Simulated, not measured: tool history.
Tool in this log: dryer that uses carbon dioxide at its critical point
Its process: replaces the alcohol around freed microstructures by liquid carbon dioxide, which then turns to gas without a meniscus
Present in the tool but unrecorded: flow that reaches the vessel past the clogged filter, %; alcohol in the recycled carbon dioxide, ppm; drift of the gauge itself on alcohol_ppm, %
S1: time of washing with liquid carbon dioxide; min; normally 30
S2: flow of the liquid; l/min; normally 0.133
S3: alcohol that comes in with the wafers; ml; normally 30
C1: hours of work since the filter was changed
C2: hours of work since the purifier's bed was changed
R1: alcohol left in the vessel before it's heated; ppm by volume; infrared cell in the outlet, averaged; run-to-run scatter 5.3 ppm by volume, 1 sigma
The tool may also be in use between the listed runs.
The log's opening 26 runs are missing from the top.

| run | hour | S1 | S2 | S3 | C1 | C2 | R1 |
|---|---|---|---|---|---|---|---|
| 27 | 666.6 | 46 | 0.133 | 52 | 37 | 499 | 50 |
| 28 | 690.9 | 46 | 0.133 | 52 | 54 | 516 | 38 |
| 29 | 722.5 | 46 | 0.133 | 52 | 76 | 538 | 49 |
| 30 | 737.3 | 46 | 0.133 | 52 | 87 | 549 | 48 |
| 31 | 758.2 | 30 | 0.133 | 26 | 101 | 563 | 162 |
| 32 | 782.2 | 26 | 0.133 | 37 | 118 | 580 | 465 |
| 33 | 797.3 | 41 | 0.202 | 30 | 129 | 591 | 49 |
| 34 | 827.7 | 30 | 0.133 | 70 | 150 | 612 | 408 |
| 35 | 847.9 | 19 | 0.173 | 70 | 164 | 627 | 1017 |

4 options for the next run, each taken on its own from the tool as it stands now. Forecast them:
| A | 866.3 | 24 | 0.143 | 112 | 177 | 640 | ? |
| B | 866.3 | 43 | 0.188 | 30 | 177 | 640 | ? |
| C | 866.3 | 45 | 0.096 | 29 | 177 | 640 | ? |
| D | 866.3 | 26 | 0.133 | 99 | 177 | 640 | ? |

| run | R1 |
|---|---|
| A | 1430 |
| B | 49 |
| C | 167 |
| D | 1221 |
Without the tool's unlogged condition, the same runs would have read:
| run | R1 |
|---|---|
| A | 931 |
| B | 4 |
| C | 79 |
| D | 790 |

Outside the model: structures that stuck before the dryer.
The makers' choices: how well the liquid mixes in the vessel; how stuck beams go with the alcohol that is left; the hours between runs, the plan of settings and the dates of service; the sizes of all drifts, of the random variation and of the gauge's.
